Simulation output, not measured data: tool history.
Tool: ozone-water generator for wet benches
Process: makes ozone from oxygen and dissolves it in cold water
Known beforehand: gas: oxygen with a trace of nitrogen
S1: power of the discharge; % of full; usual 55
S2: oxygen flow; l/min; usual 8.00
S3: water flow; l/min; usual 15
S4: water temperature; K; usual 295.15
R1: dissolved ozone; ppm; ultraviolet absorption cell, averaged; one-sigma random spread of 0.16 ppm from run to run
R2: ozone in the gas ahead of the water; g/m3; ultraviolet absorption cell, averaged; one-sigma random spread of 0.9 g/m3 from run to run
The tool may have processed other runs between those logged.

run 1 day=0.000 | S1=55 S2=8.00 S3=15 S4=295.15 | R1=20.6 R2=149.1
run 2 day=2.746 | S1=55 S2=8.00 S3=15 S4=295.15 | R1=21.1 R2=149.2
run 3 day=4.267 | S1=55 S2=8.00 S3=15 S4=295.15 | R1=20.5 R2=146.5
run 4 day=5.588 | S1=55 S2=8.00 S3=15 S4=295.15 | R1=20.4 R2=148.3
run 5 day=8.008 | S1=55 S2=8.00 S3=15 S4=295.15 | R1=20.5 R2=149.0
run 6 day=10.850 | S1=55 S2=8.00 S3=15 S4=295.15 | R1=20.5 R2=147.2
run 7 day=13.125 | S1=55 S2=8.00 S3=15 S4=295.15 | R1=20.8 R2=147.3
run 8 day=15.192 | S1=55 S2=8.00 S3=15 S4=295.15 | R1=20.4 R2=147.4
run 9 day=18.104 | S1=55 S2=8.00 S3=21 S4=295.15 | R1=17.3 R2=148.5
run 10 day=20.554 | S1=55 S2=8.00 S3=21 S4=295.15 | R1=17.1 R2=150.7
-- day=20.971 contactor cleaned
run 11 day=22.246 | S1=55 S2=8.00 S3=21 S4=295.15 | R1=16.8 R2=145.9
run 12 day=24.738 | S1=55 S2=8.00 S3=21 S4=295.15 | R1=16.9 R2=146.5
run 13 day=27.250 | S1=55 S2=9.32 S3=21 S4=295.15 | R1=15.8 R2=135.0
-- day=29.200 contactor cleaned, once more
run 14 day=29.650 | S1=51 S2=8.00 S3=15 S4=294.15 | R1=20.0 R2=139.7
run 15 day=32.183 | S1=51 S2=8.00 S3=15 S4=294.15 | R1=20.1 R2=138.8
run 16 day=33.683 | S1=96 S2=8.46 S3=10 S4=295.15 | R1=37.7 R2=222.6
run 17 day=35.133 | S1=96 S2=8.46 S3=11 S4=289.15 | R1=41.5 R2=218.8
run 18 day=37.329 | S1=96 S2=8.46 S3=11 S4=289.15 | R1=41.6 R2=220.0
run 19 day=39.412 | S1=58 S2=6.42 S3=13 S4=290.15 | R1=27.3 R2=175.7
run 20 day=40.942 | S1=92 S2=4.45 S3=22 S4=301.15 | R1=24.8 R2=317.7
run 21 day=43.304 | S1=55 S2=5.31 S3=15 S4=295.15 | R1=22.8 R2=189.4
run 22 day=44.979 | S1=55 S2=13.91 S3=9 S4=300.15 | R1=17.8 R2=106.2
run 23 day=46.183 | S1=55 S2=8.95 S3=9 S4=299.15 | R1=22.3 R2=137.9
run 24 day=47.725 | S1=55 S2=8.95 S3=9 S4=299.15 | R1=22.0 R2=137.2
run 25 day=49.242 | S1=50 S2=9.03 S3=15 S4=288.15 | R1=21.4 R2=127.7

Predict each of these 3 candidate next runs independently; none follows another, all start after run 25:
run A day=51.392 | S1=55 S2=11.50 S3=9 S4=297.15 | R1=? R2=?
run B day=51.392 | S1=74 S2=4.72 S3=15 S4=303.15 | R1=? R2=?
run C day=51.392 | S1=50 S2=9.03 S3=9 S4=288.15 | R1=? R2=?

run=A R1=20.9 R2=116.3
run=B R1=25.3 R2=256.5
run=C R1=26.8 R2=125.4
Without the tool's hidden state the same runs would have given:
run=A R1=21.5 R2=118.5
run=B R1=26.1 R2=262.6
run=C R1=27.5 R2=127.5

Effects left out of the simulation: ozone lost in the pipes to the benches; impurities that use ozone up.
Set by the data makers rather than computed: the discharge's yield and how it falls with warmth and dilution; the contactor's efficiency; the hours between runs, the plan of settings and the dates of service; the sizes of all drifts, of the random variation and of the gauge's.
